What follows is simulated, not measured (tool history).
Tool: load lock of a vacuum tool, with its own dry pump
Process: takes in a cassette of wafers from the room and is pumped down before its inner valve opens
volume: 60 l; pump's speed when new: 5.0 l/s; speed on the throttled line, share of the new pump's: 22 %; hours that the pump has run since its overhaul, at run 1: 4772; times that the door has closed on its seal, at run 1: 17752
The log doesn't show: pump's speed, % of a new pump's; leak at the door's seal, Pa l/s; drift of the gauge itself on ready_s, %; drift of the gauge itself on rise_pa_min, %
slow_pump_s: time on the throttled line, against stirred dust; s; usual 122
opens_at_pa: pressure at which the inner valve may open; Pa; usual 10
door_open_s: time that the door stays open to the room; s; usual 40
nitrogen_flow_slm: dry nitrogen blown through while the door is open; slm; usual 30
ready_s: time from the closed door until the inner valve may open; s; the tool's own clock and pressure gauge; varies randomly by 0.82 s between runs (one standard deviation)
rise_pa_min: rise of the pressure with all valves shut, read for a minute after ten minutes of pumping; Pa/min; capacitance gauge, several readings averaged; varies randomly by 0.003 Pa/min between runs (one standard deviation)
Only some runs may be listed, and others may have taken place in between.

run,hour,slow_pump_s,opens_at_pa,door_open_s,nitrogen_flow_slm,hours that the pump has run since its overhaul,times that the door has closed on its seal,"incoming humidity of the room's air, %",ready_s,rise_pa_min
1,0,122,10,40,30,4772,17752,45.5,213.4,0.168
2,96.1,122,10,40,30,4868,17877,46.6,213,0.177
3,212.2,122,10,40,30,4984,18028,45.7,212.6,0.175
4,317.4,122,10,40,30,5090,18165,45.2,211.6,0.173
5,386,122,10,40,30,5158,18254,42.7,212.9,0.182
6,447.8,122,10,40,30,5220,18335,43.8,210.8,0.182
7,519.4,122,10,40,30,5292,18428,44.9,213.6,0.184
8,630.9,122,10,40,30,5403,18573,44.4,213.8,0.179
9,745.4,122,10,40,30,5518,18722,46.3,213.7,0.181
10,862.2,122,10,40,30,5634,18874,42,213.8,0.189
11,965.8,122,10,107,11,5738,19009,45.1,212.7,0.234
12,1074.5,128,8,107,11,5847,19150,43.2,221.8,0.23
13,1186.3,135,17,26,43,5958,19296,44.9,215.4,0.178
14,1267.7,120,10,56,8,6040,19402,47.8,212.3,0.214

Estimate the outcome of run 15 from the log above:
15,1334.6,103,16,40,30,6107,19489,46.4,?,?

Run 15 measured ready_s 192.3 s, rise_pa_min 0.184 Pa/min.
With the hidden condition absent and the run-to-run variation left alone, this run would have shown ready_s 187.2 s, rise_pa_min 0.021 Pa/min.

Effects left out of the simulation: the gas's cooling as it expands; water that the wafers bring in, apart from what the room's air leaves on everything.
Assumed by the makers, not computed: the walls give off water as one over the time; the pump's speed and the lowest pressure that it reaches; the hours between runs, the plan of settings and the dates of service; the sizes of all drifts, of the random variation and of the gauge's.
